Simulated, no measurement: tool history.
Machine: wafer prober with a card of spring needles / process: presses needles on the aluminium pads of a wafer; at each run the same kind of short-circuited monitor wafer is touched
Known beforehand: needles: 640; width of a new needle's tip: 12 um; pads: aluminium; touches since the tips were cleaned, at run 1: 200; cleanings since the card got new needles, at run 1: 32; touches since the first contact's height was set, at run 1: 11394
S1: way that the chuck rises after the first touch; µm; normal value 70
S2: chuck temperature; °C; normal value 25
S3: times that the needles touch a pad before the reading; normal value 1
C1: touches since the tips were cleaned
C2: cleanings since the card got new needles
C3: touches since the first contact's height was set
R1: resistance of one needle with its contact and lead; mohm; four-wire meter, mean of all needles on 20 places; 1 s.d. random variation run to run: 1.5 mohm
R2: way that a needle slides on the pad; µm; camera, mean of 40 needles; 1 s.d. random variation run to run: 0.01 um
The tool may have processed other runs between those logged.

Run 1, day 0.000: usual settings; C1 200; C2 32; C3 11394. Result: R1 134 mohm, R2 12.35 µm.
At day 0.304: tips cleaned on abrasive film.
Run 2, day 0.308: usual settings but S1 79 µm; C1 38; C2 33; C3 15113. Result: R1 136 mohm, R2 13.94 µm.
At day 0.633: tips cleaned on abrasive film.
Run 3, day 0.708: usual settings but S1 79 µm; C1 917; C2 34; C3 19923. Result: R1 135 mohm, R2 13.94 µm.
Run 4, day 0.921: usual settings but S1 79 µm; C1 3558; C2 34; C3 22564. Result: R1 137 mohm, R2 13.93 µm.
At day 0.950: tips cleaned on abrasive film.
Run 5, day 1.183: usual settings but S1 79 µm; C1 2831; C2 35; C3 25688. Result: R1 136 mohm, R2 13.92 µm.
At day 1.279: tips cleaned on abrasive film.
Run 6, day 1.575: usual settings but S1 79 µm; C1 3640; C2 36; C3 30463. Result: R1 134 mohm, R2 13.93 µm.
At day 1.608: tips cleaned on abrasive film.
At day 1.921: tips cleaned on abrasive film.
Run 7, day 2.017: usual settings but S1 79 µm; C1 1182; C2 38; C3 35729. Result: R1 135 mohm, R2 13.93 µm.
At day 2.238: tips cleaned on abrasive film.
Run 8, day 2.308: usual settings but S1 79 µm; C1 868; C2 39; C3 39271. Result: R1 131 mohm, R2 13.93 µm.
At day 2.558: tips cleaned on abrasive film.
Run 9, day 2.667: usual settings but S1 79 µm; C1 1329; C2 40; C3 43598. Result: R1 134 mohm, R2 13.95 µm.
At day 2.875: tips cleaned on abrasive film.
Run 10, day 3.108: usual settings; C1 2848; C2 41; C3 48905. Result: R1 136 mohm, R2 12.34 µm.
At day 3.204: tips cleaned on abrasive film.
Run 11, day 3.417: usual settings; C1 2584; C2 42; C3 52639. Result: R1 139 mohm, R2 12.34 µm.
At day 3.529: tips cleaned on abrasive film.
At day 3.842: tips cleaned on abrasive film.
Run 12, day 3.883: usual settings but S2 74 °C; C1 518; C2 44; C3 58228. Result: R1 143 mohm, R2 12.35 µm.
At day 4.162: tips cleaned on abrasive film.
Run 13, day 4.204: usual settings but S2 74 °C; C1 509; C2 45; C3 62119. Result: R1 143 mohm, R2 12.35 µm.
At day 4.479: height of the first contact set anew.
Run 14, day 4.479: usual settings but S2 74 °C; C1 3706; C2 45; C3 0. Result: R1 143 mohm, R2 12.36 µm.
At day 4.512: tips cleaned on abrasive film.
Run 15, day 4.796: usual settings but S2 74 °C; C1 3442; C2 46; C3 3816. Result: R1 147 mohm, R2 12.35 µm.
At day 4.842: tips cleaned on abrasive film.
Run 16, day 5.058: usual settings; C1 2680; C2 47; C3 6985. Result: R1 134 mohm, R2 12.35 µm.
At day 5.171: tips cleaned on abrasive film.
At day 5.500: tips cleaned on abrasive film.
Run 17, day 5.546: usual settings but S1 68 µm; C1 581; C2 49; C3 12828. Result: R1 135 mohm, R2 11.99 µm.
Run 18, day 5.746: usual settings; C1 3036; C2 49; C3 15283. Result: R1 136 mohm, R2 12.35 µm.
At day 5.842: tips cleaned on abrasive film.
Run 19, day 5.983: usual settings but S2 44 °C, S3 2; C1 1732; C2 50; C3 18127. Result: R1 138 mohm, R2 12.35 µm.
At day 6.154: tips cleaned on abrasive film.
At day 6.467: tips cleaned on abrasive film.
Run 20, day 6.467: usual settings but S2 110 °C; C1 0; C2 52; C3 23919. Result: R1 151 mohm, R2 12.33 µm.
Run 21, day 6.700: usual settings but S1 88 µm, S2 110 °C; C1 2873; C2 52; C3 26792. Result: R1 144 mohm, R2 15.53 µm.
At day 6.796: tips cleaned on abrasive film.
Run 22, day 7.042: usual settings but S1 88 µm, S2 110 °C; C1 2976; C2 53; C3 30884. Result: R1 148 mohm, R2 15.53 µm.
At day 7.121: tips cleaned on abrasive film.
At day 7.454: tips cleaned on abrasive film.
Run 23, day 7.525: usual settings but S1 86 µm; C1 862; C2 55; C3 36729. Result: R1 132 mohm, R2 15.16 µm.
At day 7.779: tips cleaned on abrasive film.
Run 24, day 7.971: usual settings but S1 86 µm; C1 2329; C2 56; C3 42113. Result: R1 134 mohm, R2 15.17 µm.
At day 8.096: tips cleaned on abrasive film.
Run 25, day 8.179: usual settings but S2 30 °C, S3 2; C1 1030; C2 57; C3 44614. Result: R1 137 mohm, R2 12.35 µm.
At day 8.417: tips cleaned on abrasive film.
Run 26, day 8.508: usual settings but S2 41 °C; C1 1121; C2 58; C3 48588. Result: R1 138 mohm, R2 12.36 µm.
At day 8.742: tips cleaned on abrasive film.
Run 27, day 8.896: usual settings but S1 84 µm, S3 2; C1 1901; C2 59; C3 53268. Result: R1 137 mohm, R2 14.81 µm.
At day 9.050: tips cleaned on abrasive film.
Run 28, day 9.271: usual settings but S1 84 µm, S3 2; C1 2680; C2 60; C3 57786. Result: R1 134 mohm, R2 14.82 µm.
At day 9.383: tips cleaned on abrasive film.
At day 9.721: tips cleaned on abrasive film.
Run 29, day 9.721: usual settings but S2 64 °C; C1 0; C2 62; C3 63207. Result: R1 141 mohm, R2 12.36 µm.
At day 9.912: height of the first contact set anew.
At day 10.083: tips cleaned on abrasive film.
Run 30, day 10.133: usual settings but S1 75 µm, S2 62 °C, S3 2; C1 635; C2 63; C3 2650. Result: R1 141 mohm, R2 13.22 µm.
At day 10.421: tips cleaned on abrasive film.
Run 31, day 10.521: usual settings but S1 67 µm, S2 34 °C, S3 2; C1 1228; C2 64; C3 7324. Result: R1 139 mohm, R2 11.81 µm.
At day 10.742: tips cleaned on abrasive film.
Run 32, day 10.867: usual settings but S1 67 µm, S2 34 °C, S3 2; C1 1568; C2 65; C3 11527. Result: R1 138 mohm, R2 11.83 µm.
At day 11.050: tips cleaned on abrasive film.
Run 33, day 11.179: usual settings but S1 67 µm, S2 34 °C, S3 2; C1 1578; C2 66; C3 15293. Result: R1 137 mohm, R2 11.81 µm.

Describe how what the log doesn't record of the tool's condition differs between the last listed run preceding each entry between runs and the first listed run following it.
Run 1 -> run 2: tips cleaned on abrasive film (day 0.304)
  no difference in the tool's unlogged condition between these two runs
Run 2 -> run 3: tips cleaned on abrasive film (day 0.633)
  debris on the tips, nm: 0.1 -> 0.3
Run 4 -> run 5: tips cleaned on abrasive film (day 0.950)
  debris on the tips, nm: 0.7 -> 0.6
Run 5 -> run 6: tips cleaned on abrasive film (day 1.279)
  debris on the tips, nm: 0.6 -> 0.7
Run 6 -> run 7: tips cleaned on abrasive film (day 1.608); tips cleaned on abrasive film (day 1.921)
  debris on the tips, nm: 0.7 -> 0.4
Run 7 -> run 8: tips cleaned on abrasive film (day 2.238)
  debris on the tips, nm: 0.4 -> 0.3
Run 8 -> run 9: tips cleaned on abrasive film (day 2.558)
  debris on the tips, nm: 0.3 -> 0.4
Run 9 -> run 10: tips cleaned on abrasive film (day 2.875)
  debris on the tips, nm: 0.4 -> 0.6; way that the needles fall short of the set height, um: 0 -> 0.01
Run 10 -> run 11: tips cleaned on abrasive film (day 3.204)
  debris on the tips, nm: 0.6 -> 0.5
Run 11 -> run 12: tips cleaned on abrasive film (day 3.529); tips cleaned on abrasive film (day 3.842)
  debris on the tips, nm: 0.5 -> 0.2
Run 12 -> run 13: tips cleaned on abrasive film (day 4.162)
  no difference in the tool's unlogged condition between these two runs
Run 13 -> run 14: height of the first contact set anew (day 4.479)
  debris on the tips, nm: 0.2 -> 0.7; way that the needles fall short of the set height, um: 0.01 -> 0
Run 14 -> run 15: tips cleaned on abrasive film (day 4.512)
  no difference in the tool's unlogged condition between these two runs
Run 15 -> run 16: tips cleaned on abrasive film (day 4.842)
  debris on the tips, nm: 0.7 -> 0.6
Run 16 -> run 17: tips cleaned on abrasive film (day 5.171); tips cleaned on abrasive film (day 5.500)
  debris on the tips, nm: 0.6 -> 0.2
Run 18 -> run 19: tips cleaned on abrasive film (day 5.842)
  debris on the tips, nm: 0.7 -> 0.5
Run 19 -> run 20: tips cleaned on abrasive film (day 6.154); tips cleaned on abrasive film (day 6.467)
  debris on the tips, nm: 0.5 -> 0
Run 21 -> run 22: tips cleaned on abrasive film (day 6.796)
  debris on the tips, nm: 0.6 -> 0.7
Run 22 -> run 23: tips cleaned on abrasive film (day 7.121); tips cleaned on abrasive film (day 7.454)
  debris on the tips, nm: 0.7 -> 0.2
Run 23 -> run 24: tips cleaned on abrasive film (day 7.779)
  debris on the tips, nm: 0.2 -> 0.5; way that the needles fall short of the set height, um: 0 -> 0.01
Run 24 -> run 25: tips cleaned on abrasive film (day 8.096)
  debris on the tips, nm: 0.5 -> 0.3
Run 25 -> run 26: tips cleaned on abrasive film (day 8.417)
  no difference in the tool's unlogged condition between these two runs
Run 26 -> run 27: tips cleaned on abrasive film (day 8.742)
  debris on the tips, nm: 0.3 -> 0.5
Run 27 -> run 28: tips cleaned on abrasive film (day 9.050)
  debris on the tips, nm: 0.5 -> 0.6
Run 28 -> run 29: tips cleaned on abrasive film (day 9.383); tips cleaned on abrasive film (day 9.721)
  debris on the tips, nm: 0.6 -> 0
Run 29 -> run 30: height of the first contact set anew (day 9.912); tips cleaned on abrasive film (day 10.083)
  debris on the tips, nm: 0 -> 0.3; way that the needles fall short of the set height, um: 0.01 -> 0
Run 30 -> run 31: tips cleaned on abrasive film (day 10.421)
  debris on the tips, nm: 0.3 -> 0.4
Run 31 -> run 32: tips cleaned on abrasive film (day 10.742)
  no difference in the tool's unlogged condition between these two runs
Run 32 -> run 33: tips cleaned on abrasive film (day 11.050)
  no difference in the tool's unlogged condition between these two runs
